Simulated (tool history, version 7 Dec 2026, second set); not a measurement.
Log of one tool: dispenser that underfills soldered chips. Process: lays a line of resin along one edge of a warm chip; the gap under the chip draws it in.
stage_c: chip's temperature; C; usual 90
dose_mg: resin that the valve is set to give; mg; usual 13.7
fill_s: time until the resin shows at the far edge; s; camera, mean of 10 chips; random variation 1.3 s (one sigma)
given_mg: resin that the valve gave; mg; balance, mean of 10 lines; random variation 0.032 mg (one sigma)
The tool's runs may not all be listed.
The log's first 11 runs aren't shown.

run   hour  stage_c  dose_mg  fill_s  given_mg
      84.6  -- dispensing valve cleaned and set on the balance
      85.4  -- new syringe of resin
 12   85.5       79     13.7   213.3     13.70
 13   93.2       79     13.7   281.4     13.71
 14   99.0       79     13.7   345.7     13.65
     102.3  -- new syringe of resin
 15  106.1       90     13.7   149.6     13.53
 16  115.8       87     13.7   246.5     13.44
     119.1  -- new syringe of resin
 17  124.9       95     15.4   127.1     15.11
 18  130.5       91     15.0   186.8     14.64
     136.6  -- new syringe of resin
 19  137.5       84     14.7   180.3     14.36
 20  144.2       93     13.5   153.8     13.12
 21  149.6       91     13.4   207.0     12.92
     152.7  -- dispensing valve cleaned and set on the balance
     154.3  -- new syringe of resin
 22  155.7       77     16.9   251.7     16.85
 23  164.0      102     17.2   109.8     17.14
 24  168.9       84     17.6   291.9     17.48
     171.8  -- new syringe of resin
 25  178.5       83     16.3   224.6     16.04
 26  187.9       90     16.7   235.5     16.45
     189.1  -- new syringe of resin
 27  192.8       90     16.7   147.6     16.33
 28  197.1       90     13.0   175.8     12.70
     206.0  -- new syringe of resin
 29  206.2       81     13.6   207.2     13.25
 30  212.3       81     13.6   254.8     13.21
     221.0  -- dispensing valve cleaned and set on the balance
 31  223.4      101     12.2   150.3     12.26
     224.6  -- new syringe of resin
 32  229.8       76     13.5   313.1     13.51

Forecast each of these 3 alternatives for the next run:
  A  239.3       79     13.7       ?         ?
  B  239.3       76     15.9       ?         ?
  C  239.3       78     13.7       ?         ?

run  fill_s  given_mg
  A   377.4     13.66
  B   427.9     15.81
  C   399.5     13.60
Without the tool's hidden state the same runs would have given:
run  fill_s  given_mg
  A   206.5     13.74
  B   234.2     15.89
  C   218.8     13.68
